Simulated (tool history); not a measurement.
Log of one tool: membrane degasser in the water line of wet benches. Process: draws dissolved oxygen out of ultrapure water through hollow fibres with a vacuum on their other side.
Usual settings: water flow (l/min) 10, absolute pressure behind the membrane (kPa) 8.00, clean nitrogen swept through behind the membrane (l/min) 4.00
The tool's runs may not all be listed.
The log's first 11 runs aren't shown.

| run | hour | water flow (l/min) | absolute pressure behind the membrane (kPa) | clean nitrogen swept through behind the membrane (l/min) | hours since the membrane was changed | hours since the vacuum gauge was calibrated | hours since the vacuum lines were made tight | dissolved oxygen in the water behind the degasser (ppb) | pressure that the water loses in the fibres (kPa) |
|---|---|---|---|---|---|---|---|---|---|
| 12 | 1006.6 | 13 | 8.00 | 4.00 | 3403 | 4687 | 653 | 67.7 | 77.18 |
| 13 | 1072.6 | 13 | 8.00 | 4.00 | 3469 | 4753 | 719 | 67.1 | 77.47 |
| 14 | 1167.8 | 10 | 8.00 | 4.00 | 3564 | 4848 | 814 | 40.2 | 58.88 |
| 15 | 1282.4 | 10 | 8.00 | 4.00 | 3679 | 4963 | 929 | 39.1 | 58.98 |
| 16 | 1364.5 | 10 | 8.00 | 4.00 | 3761 | 5045 | 1011 | 39.6 | 59.38 |
| 17 | 1471.4 | 10 | 8.00 | 4.00 | 3868 | 5151 | 1117 | 39.5 | 59.51 |
| 18 | 1571.5 | 10 | 8.00 | 4.00 | 3968 | 5252 | 1218 | 40.7 | 59.08 |
| 19 | 1704.9 | 14 | 11.31 | 2.01 | 4101 | 5385 | 1351 | 170.8 | 82.88 |
| 20 | 1840.7 | 14 | 11.31 | 2.01 | 4237 | 5521 | 1487 | 172.3 | 82.81 |
| 21 | 1959.6 | 14 | 11.31 | 1.68 | 4356 | 5640 | 1606 | 197.0 | 82.49 |
| 22 | 2029.5 | 14 | 11.31 | 1.68 | 4426 | 5710 | 1676 | 195.5 | 82.57 |
| 23 | 2122.1 | 11 | 12.08 | 1.81 | 4518 | 5802 | 1768 | 143.9 | 64.80 |
| 24 | 2216.4 | 10 | 7.96 | 7.89 | 4613 | 5896 | 1862 | 25.2 | 58.80 |
| 25 | 2281.4 | 6 | 13.45 | 6.94 | 4678 | 5961 | 1928 | 22.3 | 35.42 |
| 26 | 2403.6 | 13 | 13.45 | 11.29 | 4800 | 6084 | 2050 | 58.1 | 76.78 |
| 27 | 2463.9 | 13 | 17.56 | 2.20 | 4860 | 6144 | 2110 | 231.3 | 76.50 |
| 28 | 2570.7 | 7 | 8.00 | 4.93 | 4967 | 6251 | 2217 | 19.5 | 41.15 |
| 29 | 2639.2 | 8 | 12.05 | 2.70 | 5035 | 6319 | 2285 | 68.8 | 46.74 |
| 30 | 2705.8 | 9 | 8.00 | 4.00 | 5102 | 6386 | 2352 | 33.3 | 52.64 |
|  | 2783.4 | gauge calibrated |
| 31 | 2783.4 | 8 | 6.03 | 3.91 | 5180 | 6463 | 2429 | 18.9 | 48.51 |
| 32 | 2855.5 | 8 | 6.03 | 3.91 | 5252 | 6536 | 2502 | 18.3 | 47.95 |

3 ways to go on from here, each from the tool as it stands after run 32. What would each give?
| A | 2951.1 | 7 | 15.46 | 3.08 | 5347 | 6631 | 2597 | ? | ? |
| B | 2951.1 | 8 | 6.03 | 2.31 | 5347 | 6631 | 2597 | ? | ? |
| C | 2951.1 | 10 | 8.00 | 5.93 | 5347 | 6631 | 2597 | ? | ? |

| run | dissolved oxygen in the water behind the degasser (ppb) | pressure that the water loses in the fibres (kPa) |
|---|---|---|
| A | 70.6 | 41.67 |
| B | 28.1 | 47.95 |
| C | 30.1 | 59.88 |
Without the tool's hidden state the same runs would have given:
| run | dissolved oxygen in the water behind the degasser (ppb) | pressure that the water loses in the fibres (kPa) |
|---|---|---|
| A | 70.4 | 41.68 |
| B | 27.9 | 47.96 |
| C | 30.0 | 59.90 |
